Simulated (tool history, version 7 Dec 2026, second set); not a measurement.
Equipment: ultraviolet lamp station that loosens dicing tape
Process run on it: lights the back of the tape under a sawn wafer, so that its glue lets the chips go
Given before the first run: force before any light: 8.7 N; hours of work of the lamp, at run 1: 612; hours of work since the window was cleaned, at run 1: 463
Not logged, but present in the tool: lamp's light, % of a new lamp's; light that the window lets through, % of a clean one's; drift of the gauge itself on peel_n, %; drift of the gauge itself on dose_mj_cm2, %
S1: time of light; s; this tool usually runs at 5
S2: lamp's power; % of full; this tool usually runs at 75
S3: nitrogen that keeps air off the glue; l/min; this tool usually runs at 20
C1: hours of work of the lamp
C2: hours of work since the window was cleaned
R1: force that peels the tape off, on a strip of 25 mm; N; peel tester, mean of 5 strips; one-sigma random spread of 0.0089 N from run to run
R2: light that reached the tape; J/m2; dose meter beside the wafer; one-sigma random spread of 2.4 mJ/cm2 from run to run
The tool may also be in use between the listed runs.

run,hour,S1,S2,S3,C1,C2,R1,R2
1,0.0,5,75,20,612,463,0.380,2500
2,41.5,5,75,20,639,490,0.366,2520
3,88.6,5,75,20,670,521,0.373,2540
# hour 130.3: window cleaned of glue's vapour
4,146.7,7,75,20,708,11,0.194,3520
5,173.7,5,75,20,726,29,0.350,2560
6,213.2,5,75,20,752,55,0.372,2510
7,254.0,5,75,20,778,81,0.381,2560
8,303.3,5,75,20,811,114,0.367,2540
9,333.6,5,75,20,831,134,0.370,2530
10,366.0,5,75,20,852,155,0.377,2550
11,416.4,5,75,20,885,188,0.361,2520
12,456.5,5,75,20,912,215,0.375,2540
13,486.2,5,75,20,931,234,0.352,2560
# hour 532.2: lamp changed
14,532.2,2,89,16,0,264,1.855,1200
15,587.7,5,64,16,37,301,0.615,2170
16,617.3,5,85,14,56,320,0.376,2880

The next listed run, before its measurement:
17,660.4,5,85,14,84,348,?,?

{"run 17": {"R1": 0.37, "R2": 2870}}
If the tool had no hidden condition, the same run with the same run-to-run variation would have returned R1 0.369 N, R2 2870 J/m2.
